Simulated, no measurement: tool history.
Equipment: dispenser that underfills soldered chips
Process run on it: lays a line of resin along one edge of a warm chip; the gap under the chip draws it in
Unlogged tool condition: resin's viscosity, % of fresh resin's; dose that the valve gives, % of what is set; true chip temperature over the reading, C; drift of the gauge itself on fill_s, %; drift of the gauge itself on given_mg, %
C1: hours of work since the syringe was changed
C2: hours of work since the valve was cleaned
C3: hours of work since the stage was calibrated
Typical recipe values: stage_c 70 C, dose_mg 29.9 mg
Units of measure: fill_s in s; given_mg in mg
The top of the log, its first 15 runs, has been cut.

-- hour=61 new syringe of resin
run 16 hour=61.1 | stage_c=70 dose_mg=29.9 | C1=0 C2=37 C3=173 | fill_s=94.5 given_mg=28.75
run 17 hour=66.3 | stage_c=70 dose_mg=29.9 | C1=4 C2=41 C3=176 | fill_s=119.2 given_mg=28.33
run 18 hour=68.7 | stage_c=70 dose_mg=29.9 | C1=5 C2=42 C3=178 | fill_s=136.5 given_mg=28.46
run 19 hour=73.1 | stage_c=77 dose_mg=38.3 | C1=8 C2=45 C3=181 | fill_s=122.3 given_mg=36.49
-- hour=77.7 new syringe of resin
run 20 hour=77.9 | stage_c=74 dose_mg=38.5 | C1=0 C2=48 C3=184 | fill_s=75 given_mg=36.48
run 21 hour=80.3 | stage_c=68 dose_mg=36 | C1=2 C2=50 C3=186 | fill_s=106.7 given_mg=34.05
run 22 hour=84.4 | stage_c=68 dose_mg=36 | C1=5 C2=53 C3=188 | fill_s=132.4 given_mg=34.05
run 23 hour=89.5 | stage_c=56 dose_mg=27.1 | C1=8 C2=56 C3=192 | fill_s=296.4 given_mg=25.36
-- hour=94.1 new syringe of resin
run 24 hour=94.9 | stage_c=67 dose_mg=27.1 | C1=1 C2=60 C3=195 | fill_s=115.1 given_mg=25.34
run 25 hour=98.6 | stage_c=67 dose_mg=27.1 | C1=3 C2=62 C3=198 | fill_s=137.9 given_mg=25.44
run 26 hour=104.2 | stage_c=84 dose_mg=29.9 | C1=7 C2=66 C3=201 | fill_s=92.4 given_mg=27.94
run 27 hour=106.5 | stage_c=71 dose_mg=29.9 | C1=8 C2=67 C3=203 | fill_s=166.3 given_mg=27.85
run 28 hour=108.8 | stage_c=71 dose_mg=29.9 | C1=10 C2=69 C3=205 | fill_s=185.5 given_mg=27.97
-- hour=110.5 new syringe of resin
-- hour=113.4 dispensing valve cleaned and set on the balance
run 29 hour=113.9 | stage_c=73 dose_mg=33.9 | C1=2 C2=0 C3=207 | fill_s=89.1 given_mg=33.88
run 30 hour=118.3 | stage_c=64 dose_mg=29.9 | C1=5 C2=3 C3=210 | fill_s=163.6 given_mg=29.85
run 31 hour=122.6 | stage_c=57 dose_mg=35.4 | C1=7 C2=6 C3=213 | fill_s=260 given_mg=35.22
-- hour=127.9 new syringe of resin
run 32 hour=127.9 | stage_c=65 dose_mg=29.7 | C1=0 C2=10 C3=216 | fill_s=113.3 given_mg=29.49
run 33 hour=131.7 | stage_c=66 dose_mg=31.3 | C1=3 C2=12 C3=219 | fill_s=131.2 given_mg=30.89
run 34 hour=135.5 | stage_c=81 dose_mg=32.4 | C1=5 C2=15 C3=221 | fill_s=89.5 given_mg=32.03
run 35 hour=139.2 | stage_c=81 dose_mg=32.4 | C1=8 C2=17 C3=224 | fill_s=106.6 given_mg=31.87

Below are 5 alternative next runs, each starting from the tool's condition after run 35. Predict each:
-- hour=144.3 new syringe of resin
run A hour=144.8 | stage_c=83 dose_mg=36.6 | C1=0 C2=21 C3=227 | fill_s=? given_mg=?
-- hour=144.3 new syringe of resin
run B hour=144.8 | stage_c=68 dose_mg=38 | C1=0 C2=21 C3=227 | fill_s=? given_mg=?
-- hour=144.3 new syringe of resin
run C hour=144.8 | stage_c=81 dose_mg=28.4 | C1=0 C2=21 C3=227 | fill_s=? given_mg=?
-- hour=144.3 new syringe of resin
run D hour=144.8 | stage_c=70 dose_mg=26.6 | C1=0 C2=21 C3=227 | fill_s=? given_mg=?
-- hour=144.3 new syringe of resin
run E hour=144.8 | stage_c=58 dose_mg=38.3 | C1=0 C2=21 C3=227 | fill_s=? given_mg=?

run=A fill_s=55.7 given_mg=35.62
run=B fill_s=97 given_mg=37.47
run=C fill_s=61.9 given_mg=27.96
run=D fill_s=99.3 given_mg=26.27
run=E fill_s=146.6 given_mg=37.32
Without the tool's unlogged condition, the same runs would have read:
run=A fill_s=53.7 given_mg=36.32
run=B fill_s=93.2 given_mg=38.2
run=C fill_s=59.4 given_mg=28.51
run=D fill_s=94.9 given_mg=26.79
run=E fill_s=140.7 given_mg=38.05

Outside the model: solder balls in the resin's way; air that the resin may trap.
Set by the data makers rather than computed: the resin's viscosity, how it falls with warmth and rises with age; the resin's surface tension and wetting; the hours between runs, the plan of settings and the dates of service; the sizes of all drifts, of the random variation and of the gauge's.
